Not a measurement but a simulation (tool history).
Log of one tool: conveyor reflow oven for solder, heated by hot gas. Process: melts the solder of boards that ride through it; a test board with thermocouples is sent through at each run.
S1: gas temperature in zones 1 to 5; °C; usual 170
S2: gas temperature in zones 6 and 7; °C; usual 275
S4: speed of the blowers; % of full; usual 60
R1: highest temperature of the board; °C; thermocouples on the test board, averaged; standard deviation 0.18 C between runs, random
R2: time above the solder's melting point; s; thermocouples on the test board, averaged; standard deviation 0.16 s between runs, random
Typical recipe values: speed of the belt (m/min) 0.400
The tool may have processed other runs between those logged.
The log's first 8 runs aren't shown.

Run 9, day 21.929: usual settings but S2 285 °C. Result: R1 266.0 °C, R2 88.2 s.
Run 10, day 24.075: usual settings. Result: R1 257.3 °C, R2 81.2 s.
At day 26.671: flux residue cleaned out of gas plates and filters.
Run 11, day 26.775: usual settings. Result: R1 257.3 °C, R2 81.1 s.
Run 12, day 28.704: usual settings. Result: R1 257.2 °C, R2 81.0 s.
Run 13, day 32.108: usual settings. Result: R1 257.5 °C, R2 81.3 s.
At day 33.225: thermocouples of zones 6 and 7 changed.
Run 14, day 36.312: usual settings but S1 181 °C. Result: R1 259.0 °C, R2 88.2 s.
Run 15, day 39.138: usual settings but S1 181 °C. Result: R1 259.1 °C, R2 87.8 s.
Run 16, day 40.962: usual settings but S1 181 °C. Result: R1 259.6 °C, R2 88.1 s.
Run 17, day 44.758: usual settings but S1 181 °C. Result: R1 259.3 °C, R2 88.2 s.
At day 45.283: flux residue cleaned out of gas plates and filters.
At day 45.771: belt drive overhauled, speed set with a stopwatch.
Run 18, day 48.062: usual settings but S2 290 °C. Result: R1 270.6 °C, R2 91.0 s.
Run 19, day 50.000: usual settings but S2 266 °C. Result: R1 249.4 °C, R2 73.8 s.
Run 20, day 52.192: usual settings but S2 268 °C, speed of the belt (m/min) 0.437, S4 53 % of full. Result: R1 244.9 °C, R2 60.3 s.
Run 21, day 56.083: usual settings but S1 166 °C, speed of the belt (m/min) 0.440, S4 57 % of full. Result: R1 251.8 °C, R2 65.9 s.
Run 22, day 59.700: usual settings but S1 183 °C, S2 283 °C, speed of the belt (m/min) 0.322, S4 67 % of full. Result: R1 274.4 °C, R2 123.6 s.
Run 23, day 62.096: usual settings but S1 175 °C, S2 273 °C, speed of the belt (m/min) 0.425, S4 64 % of full. Result: R1 255.7 °C, R2 77.2 s.
At day 63.979: flux residue cleaned out of gas plates and filters.
Run 24, day 66.129: usual settings but S1 175 °C, S2 273 °C, speed of the belt (m/min) 0.425, S4 64 % of full. Result: R1 255.8 °C, R2 77.1 s.
Run 25, day 68.246: usual settings but S1 175 °C, S2 273 °C, speed of the belt (m/min) 0.425, S4 64 % of full. Result: R1 256.1 °C, R2 77.0 s.
Run 26, day 71.425: usual settings but S1 160 °C, S2 283 °C, speed of the belt (m/min) 0.372, S4 63 % of full. Result: R1 266.5 °C, R2 91.3 s.
Run 27, day 73.954: usual settings but S1 158 °C, S2 264 °C, speed of the belt (m/min) 0.415. Result: R1 244.3 °C, R2 59.6 s.
Run 28, day 76.283: usual settings but S1 168 °C, S2 264 °C, speed of the belt (m/min) 0.426, S4 84 % of full. Result: R1 252.2 °C, R2 73.1 s.
Run 29, day 79.896: usual settings but S1 165 °C, S4 86 % of full. Result: R1 264.1 °C, R2 86.4 s.
At day 81.283: thermocouples of zones 6 and 7 changed.
At day 82.704: flux residue cleaned out of gas plates and filters.
Run 30, day 83.688: usual settings but S4 54 % of full. Result: R1 255.0 °C, R2 78.3 s.

Here are 4 independent what-if runs from the current tool condition. What would each one return?
Run A, day 85.833: usual settings but S2 284 °C, speed of the belt (m/min) 0.366. Result: R1 ?, R2 ?.
Run B, day 85.833: usual settings but speed of the belt (m/min) 0.335, S4 54 % of full. Result: R1 ?, R2 ?.
Run C, day 85.833: usual settings but speed of the belt (m/min) 0.477, S4 54 % of full. Result: R1 ?, R2 ?.
Run D, day 85.833: usual settings but S1 159 °C, speed of the belt (m/min) 0.356, S4 88 % of full. Result: R1 ?, R2 ?.

run     R1     R2
  A  268.4   98.5
  B  261.2  101.9
  C  247.4   57.0
  D  267.1   97.9
Stripped of hidden state, with their random variation kept, the same runs would have yielded:
run     R1     R2
  A  268.4   98.5
  B  261.2  101.8
  C  247.4   57.0
  D  267.1   97.9

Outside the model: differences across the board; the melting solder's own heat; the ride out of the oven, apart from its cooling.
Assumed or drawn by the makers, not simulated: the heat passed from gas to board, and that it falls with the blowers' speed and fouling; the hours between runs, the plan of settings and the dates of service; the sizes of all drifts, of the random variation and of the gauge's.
